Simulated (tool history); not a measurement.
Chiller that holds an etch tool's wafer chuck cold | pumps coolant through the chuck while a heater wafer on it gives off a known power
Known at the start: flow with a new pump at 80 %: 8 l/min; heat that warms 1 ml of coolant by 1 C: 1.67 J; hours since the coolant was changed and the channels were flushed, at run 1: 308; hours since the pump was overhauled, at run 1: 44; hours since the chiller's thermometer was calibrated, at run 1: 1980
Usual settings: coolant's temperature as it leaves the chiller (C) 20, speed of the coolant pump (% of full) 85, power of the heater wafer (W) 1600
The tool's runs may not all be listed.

run   hour  coolant's temperature as it leaves the chiller (C)  speed of the coolant pump (% of full)  power of the heater wafer (W)  hours since the coolant was changed and the channels were flushed  hours since the pump was overhauled  hours since the chiller's thermometer was calibrated  chuck's temperature once it has settled (C)  how much warmer the coolant comes back (C)
  1    0.0                                                  20                                     85                           1600                                                                308                                   44                                                  1980                                         39.2                                        6.78
  2   19.3                                                  20                                     85                           1600                                                                327                                   63                                                  2000                                         39.2                                        6.78
  3   50.1                                                  20                                     74                           1600                                                                358                                   94                                                  2031                                         40.8                                        7.81
  4   70.4                                                  20                                     85                           1600                                                                378                                  114                                                  2051                                         39.1                                        6.78
  5   89.9                                                  20                                     85                           1600                                                                398                                  134                                                  2070                                         39.1                                        6.79
  6  111.6                                                  20                                     85                           1075                                                                420                                  156                                                  2092                                         32.8                                        4.51
  7  142.5                                                  20                                     85                           1075                                                                451                                  186                                                  2123                                         32.9                                        4.53
  8  158.1                                                  20                                     85                           1075                                                                466                                  202                                                  2139                                         32.8                                        4.47
  9  188.5                                                  20                                     85                           1075                                                                497                                  232                                                  2169                                         32.7                                        4.51
 10  214.5                                                  20                                     85                           1378                                                                523                                  258                                                  2195                                         36.5                                        5.88
 11  233.4                                                  20                                     87                           1600                                                                541                                  277                                                  2214                                         39.1                                        6.58
 12  266.3                                                  20                                     87                           1600                                                                574                                  310                                                  2247                                         38.8                                        6.60
 13  295.0                                                  20                                     87                           1600                                                                603                                  339                                                  2276                                         39.0                                        6.60
 14  316.0                                                  20                                     85                           1600                                                                624                                  360                                                  2296                                         39.3                                        6.81
 15  338.6                                                  20                                     85                           1600                                                                647                                  383                                                  2319                                         39.4                                        6.76
 16  364.5                                                  20                                     85                           1600                                                                673                                  408                                                  2345                                         39.3                                        6.74
 17  395.6                                                  20                                     85                           1600                                                                704                                  440                                                  2376                                         39.2                                        6.75
 18  416.3                                                  20                                     85                           1600                                                                724                                  460                                                  2397                                         39.2                                        6.76
 19  437.8                                                  12                                     95                           1778                                                                746                                  482                                                  2418                                         32.0                                        6.65
 20  468.6                                                  12                                     95                           1778                                                                777                                  513                                                  2449                                         32.0                                        6.61
     485.3  -- chiller's thermometer calibrated
 21  496.0                                                  12                                     95                           1778                                                                803                                  539                                                    11                                         32.0                                        6.66
 22  521.8                                                  12                                     70                           1755                                                                829                                  565                                                    36                                         35.5                                        9.06
 23  544.0                                                  12                                     70                           1755                                                                851                                  587                                                    59                                         35.5                                        9.15
 24  577.0                                                  16                                     89                            988                                                                884                                  620                                                    92                                         27.5                                        3.95
 25  596.9                                                  16                                     89                           1665                                                                904                                  640                                                   112                                         35.5                                        6.62
 26  629.5                                                  16                                     89                           1665                                                                937                                  672                                                   144                                         35.5                                        6.74
 27  660.2                                                  16                                     89                           1665                                                                967                                  703                                                   175                                         35.5                                        6.69
 28  674.9                                                  16                                     89                           1665                                                                982                                  718                                                   190                                         35.5                                        6.67
 29  704.9                                                  16                                     99                           2258                                                               1012                                  748                                                   220                                         40.8                                        8.13
 30  737.8                                                  20                                     68                           1600                                                               1045                                  781                                                   252                                         41.7                                        8.57
 31  766.8                                                  20                                     68                           1600                                                               1074                                  810                                                   281                                         41.7                                        8.62
 32  791.0                                                  17                                     80                           1935                                                               1098                                  834                                                   306                                         41.0                                        8.79

Hidden state at the last listed run before each entry between runs and at the first one after, where it differs:
Between runs 20 and 21: chiller's thermometer calibrated (hour 485.3)
  no hidden state differs between the two runs
